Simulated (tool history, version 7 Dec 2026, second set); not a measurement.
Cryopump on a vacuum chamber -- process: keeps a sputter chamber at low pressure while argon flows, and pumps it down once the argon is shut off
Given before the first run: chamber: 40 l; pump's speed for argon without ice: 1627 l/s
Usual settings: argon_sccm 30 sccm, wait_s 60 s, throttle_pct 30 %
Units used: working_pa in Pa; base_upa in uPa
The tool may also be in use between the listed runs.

| run | hour | argon_sccm | wait_s | throttle_pct | working_pa | base_upa |
|---|---|---|---|---|---|---|
| 1 | 0.0 | 30 | 60 | 30 | 0.1045 | 2.11 |
| 2 | 10.3 | 30 | 158 | 30 | 0.1044 | 1.66 |
| 3 | 18.8 | 30 | 158 | 30 | 0.1040 | 1.66 |
| 4 | 27.0 | 30 | 30 | 30 | 0.1061 | 3.12 |
| 5 | 37.1 | 30 | 60 | 18 | 0.1763 | 2.22 |
| 6 | 51.5 | 30 | 60 | 18 | 0.1754 | 2.22 |
| 7 | 67.3 | 30 | 60 | 18 | 0.1746 | 2.13 |
| 8 | 74.9 | 30 | 80 | 18 | 0.1748 | 1.99 |
| 9 | 85.9 | 30 | 60 | 30 | 0.1062 | 2.31 |
| 10 | 101.6 | 30 | 60 | 30 | 0.1067 | 2.26 |
| 11 | 117.5 | 30 | 60 | 30 | 0.1062 | 2.27 |
| 12 | 132.2 | 30 | 60 | 30 | 0.1064 | 2.34 |
| 13 | 141.0 | 30 | 60 | 30 | 0.1072 | 2.31 |
| 14 | 150.5 | 30 | 60 | 30 | 0.1050 | 2.37 |
| 15 | 160.8 | 30 | 28 | 30 | 0.1074 | 3.31 |
| 16 | 175.1 | 30 | 28 | 30 | 0.1073 | 3.43 |
| 17 | 182.9 | 30 | 28 | 30 | 0.1078 | 3.37 |
| 18 | 192.7 | 30 | 96 | 36 | 0.0901 | 2.05 |
| 19 | 208.9 | 14 | 149 | 43 | 0.0360 | 1.92 |
| 20 | 217.5 | 30 | 60 | 20 | 0.1584 | 2.38 |
| 21 | 227.9 | 14 | 115 | 19 | 0.0778 | 1.97 |
| 22 | 241.0 | 14 | 115 | 19 | 0.0790 | 2.01 |
| 23 | 254.3 | 16 | 30 | 47 | 0.0374 | 3.42 |
| 24 | 270.1 | 16 | 30 | 47 | 0.0374 | 3.37 |
| 25 | 283.2 | 16 | 186 | 30 | 0.0575 | 1.87 |
| 26 | 300.1 | 16 | 225 | 30 | 0.0576 | 1.90 |
| 27 | 308.7 | 16 | 225 | 30 | 0.0566 | 1.87 |
| 28 | 321.8 | 35 | 60 | 26 | 0.1456 | 2.49 |

The next listed run, before its measurement:
| 29 | 332.6 | 34 | 60 | 30 | ? | ? |

working_pa: 0.1240 Pa
base_upa: 2.59 uPa
The same run, on a tool lacking any hidden state, would have yielded working_pa 0.1183 Pa, base_upa 1.07 uPa.
